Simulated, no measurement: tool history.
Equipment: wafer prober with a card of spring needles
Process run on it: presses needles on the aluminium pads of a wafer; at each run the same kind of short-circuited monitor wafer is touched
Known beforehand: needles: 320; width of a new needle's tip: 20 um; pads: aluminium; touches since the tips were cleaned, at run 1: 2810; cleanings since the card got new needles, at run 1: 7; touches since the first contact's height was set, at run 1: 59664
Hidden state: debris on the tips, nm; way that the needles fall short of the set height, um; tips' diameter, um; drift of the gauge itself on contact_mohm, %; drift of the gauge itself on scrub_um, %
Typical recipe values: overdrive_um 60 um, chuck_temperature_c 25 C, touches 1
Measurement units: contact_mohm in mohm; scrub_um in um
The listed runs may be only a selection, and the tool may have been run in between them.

| run | hour | overdrive_um | chuck_temperature_c | touches | touches since the tips were cleaned | cleanings since the card got new needles | touches since the first contact's height was set | contact_mohm | scrub_um |
|---|---|---|---|---|---|---|---|---|---|
| 1 | 0.0 | 60 | 25 | 1 | 2810 | 7 | 59664 | 384 | 11.67 |
| 2 | 11.1 | 60 | 25 | 1 | 6051 | 7 | 62905 | 429 | 11.60 |
|  | 15.8 | tips cleaned on abrasive film |
| 3 | 23.3 | 60 | 69 | 1 | 2179 | 8 | 66429 | 453 | 11.58 |
| 4 | 30.9 | 60 | 69 | 1 | 4382 | 8 | 68632 | 443 | 11.52 |
| 5 | 40.2 | 60 | 69 | 1 | 7116 | 8 | 71366 | 445 | 11.55 |
|  | 41.4 | tips cleaned on abrasive film |
| 6 | 50.5 | 60 | 25 | 1 | 2655 | 9 | 74337 | 367 | 11.61 |
| 7 | 60.6 | 54 | 25 | 1 | 5593 | 9 | 77275 | 466 | 10.35 |
|  | 66.9 | tips cleaned on abrasive film |
|  | 68.8 | tips cleaned on abrasive film, once more |
| 8 | 69.9 | 54 | 25 | 1 | 332 | 11 | 79932 | 258 | 10.44 |

Run 9, settings as shown, results not yet in. Your forecast:
| 9 | 82.9 | 54 | 25 | 1 | 4123 | 11 | 83723 | ? | ? |

{"run 9": {"contact_mohm": 444, "scrub_um": 10.33}}
With no hidden state in the tool, this same run would have given contact_mohm 222 mohm, scrub_um 10.52 um.
